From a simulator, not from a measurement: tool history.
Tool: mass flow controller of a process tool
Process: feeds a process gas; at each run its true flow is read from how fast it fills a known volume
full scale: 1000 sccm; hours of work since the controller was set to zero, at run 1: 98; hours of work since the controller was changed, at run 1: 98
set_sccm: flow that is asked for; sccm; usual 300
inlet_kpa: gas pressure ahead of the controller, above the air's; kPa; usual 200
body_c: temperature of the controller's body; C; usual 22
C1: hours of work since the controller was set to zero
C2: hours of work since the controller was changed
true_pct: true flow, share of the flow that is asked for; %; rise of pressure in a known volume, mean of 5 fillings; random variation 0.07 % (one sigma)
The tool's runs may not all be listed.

{"run": 1, "hour": 0.0, "set_sccm": 300, "inlet_kpa": 200, "body_c": 22, "C1": 98, "C2": 98, "true_pct": 97.95}
{"run": 2, "hour": 72.3, "set_sccm": 300, "inlet_kpa": 200, "body_c": 22, "C1": 130, "C2": 130, "true_pct": 97.97}
{"run": 3, "hour": 143.4, "set_sccm": 300, "inlet_kpa": 155, "body_c": 22, "C1": 162, "C2": 162, "true_pct": 98.21}
{"run": 4, "hour": 190.6, "set_sccm": 300, "inlet_kpa": 155, "body_c": 22, "C1": 182, "C2": 182, "true_pct": 98.1}
{"run": 5, "hour": 261.9, "set_sccm": 300, "inlet_kpa": 200, "body_c": 31, "C1": 214, "C2": 214, "true_pct": 99.1}
{"run": 6, "hour": 319.0, "set_sccm": 300, "inlet_kpa": 200, "body_c": 22, "C1": 239, "C2": 239, "true_pct": 98.05}
{"run": 7, "hour": 393.8, "set_sccm": 261, "inlet_kpa": 200, "body_c": 22, "C1": 272, "C2": 272, "true_pct": 98.03}
{"run": 8, "hour": 431.2, "set_sccm": 261, "inlet_kpa": 200, "body_c": 22, "C1": 289, "C2": 289, "true_pct": 98}
{"run": 9, "hour": 461.6, "set_sccm": 261, "inlet_kpa": 200, "body_c": 22, "C1": 302, "C2": 302, "true_pct": 98.05}
{"run": 10, "hour": 530.0, "set_sccm": 261, "inlet_kpa": 200, "body_c": 22, "C1": 332, "C2": 332, "true_pct": 98.22}
{"run": 11, "hour": 573.3, "set_sccm": 261, "inlet_kpa": 200, "body_c": 22, "C1": 351, "C2": 351, "true_pct": 98.15}
{"run": 12, "hour": 634.1, "set_sccm": 261, "inlet_kpa": 200, "body_c": 22, "C1": 378, "C2": 378, "true_pct": 98.06}
{"run": 13, "hour": 692.2, "set_sccm": 261, "inlet_kpa": 200, "body_c": 30, "C1": 404, "C2": 404, "true_pct": 99.07}
{"run": 14, "hour": 734.3, "set_sccm": 261, "inlet_kpa": 200, "body_c": 30, "C1": 422, "C2": 422, "true_pct": 99.09}
{"run": 15, "hour": 801.1, "set_sccm": 261, "inlet_kpa": 200, "body_c": 30, "C1": 452, "C2": 452, "true_pct": 99.15}
{"run": 16, "hour": 836.9, "set_sccm": 300, "inlet_kpa": 200, "body_c": 22, "C1": 468, "C2": 468, "true_pct": 98.27}
{"run": 17, "hour": 878.7, "set_sccm": 300, "inlet_kpa": 200, "body_c": 22, "C1": 486, "C2": 486, "true_pct": 98.19}
{"run": 18, "hour": 912.1, "set_sccm": 450, "inlet_kpa": 161, "body_c": 37, "C1": 501, "C2": 501, "true_pct": 100.42}
{"run": 19, "hour": 958.5, "set_sccm": 198, "inlet_kpa": 258, "body_c": 27, "C1": 521, "C2": 521, "true_pct": 98.55}
{"run": 20, "hour": 1016.6, "set_sccm": 271, "inlet_kpa": 158, "body_c": 27, "C1": 547, "C2": 547, "true_pct": 98.84}
{"run": 21, "hour": 1062.6, "set_sccm": 691, "inlet_kpa": 143, "body_c": 25, "C1": 567, "C2": 567, "true_pct": 99.68}
{"run": 22, "hour": 1099.1, "set_sccm": 691, "inlet_kpa": 174, "body_c": 34, "C1": 583, "C2": 583, "true_pct": 100.55}
{"run": 23, "hour": 1163.8, "set_sccm": 167, "inlet_kpa": 150, "body_c": 37, "C1": 612, "C2": 612, "true_pct": 100.1}
{"run": 24, "hour": 1195.4, "set_sccm": 225, "inlet_kpa": 200, "body_c": 33, "C1": 626, "C2": 626, "true_pct": 99.62}
{"run": 25, "hour": 1250.3, "set_sccm": 531, "inlet_kpa": 182, "body_c": 36, "C1": 650, "C2": 650, "true_pct": 100.47}
{"run": 26, "hour": 1313.6, "set_sccm": 531, "inlet_kpa": 182, "body_c": 36, "C1": 678, "C2": 678, "true_pct": 100.34}
{"run": 27, "hour": 1361.2, "set_sccm": 215, "inlet_kpa": 181, "body_c": 22, "C1": 699, "C2": 699, "true_pct": 98.31}
{"run": 28, "hour": 1399.0, "set_sccm": 215, "inlet_kpa": 181, "body_c": 22, "C1": 715, "C2": 715, "true_pct": 98.39}
{"run": 29, "hour": 1471.6, "set_sccm": 100, "inlet_kpa": 200, "body_c": 37, "C1": 748, "C2": 748, "true_pct": 100.42}
{"run": 30, "hour": 1507.0, "set_sccm": 100, "inlet_kpa": 200, "body_c": 37, "C1": 763, "C2": 763, "true_pct": 100.65}
{"run": 31, "hour": 1546.6, "set_sccm": 935, "inlet_kpa": 230, "body_c": 22, "C1": 781, "C2": 781, "true_pct": 99.65}
{"run": 32, "hour": 1579.0, "set_sccm": 237, "inlet_kpa": 167, "body_c": 25, "C1": 795, "C2": 795, "true_pct": 98.92}
{"run": 33, "hour": 1623.3, "set_sccm": 300, "inlet_kpa": 249, "body_c": 33, "C1": 814, "C2": 814, "true_pct": 99.52}

Hidden state or all else? Some run-to-run changes of true_pct, split into what the settings, what came in and random variation would give without the hidden state, and what is left for the hidden state (with any gauge scatter that isn't in both results):
The hidden state here: flow at rest that the sensor doesn't see, % of full scale; true flow over the shown one, %; drift of the gauge itself on true_pct, %.
Run 17 -> 18: set_sccm 300 -> 450, inlet_kpa 200 -> 161, body_c 22 -> 37. true_pct +2.23 %: hidden state -0.11, all else +2.34.
Run 22 -> 23: set_sccm 691 -> 167, inlet_kpa 174 -> 150, body_c 34 -> 37. true_pct -0.45 %: hidden state +0.54, all else -0.99.
Run 26 -> 27: set_sccm 531 -> 215, inlet_kpa 182 -> 181, body_c 36 -> 22. true_pct -2.03 %: hidden state +0.38, all else -2.41.
Run 28 -> 29: set_sccm 215 -> 100, inlet_kpa 181 -> 200, body_c 22 -> 37. true_pct +2.03 %: hidden state +0.79, all else +1.24.
Run 30 -> 31: set_sccm 100 -> 935, inlet_kpa 200 -> 230, body_c 37 -> 22. true_pct -1 %: hidden state -1.29, all else +0.29.
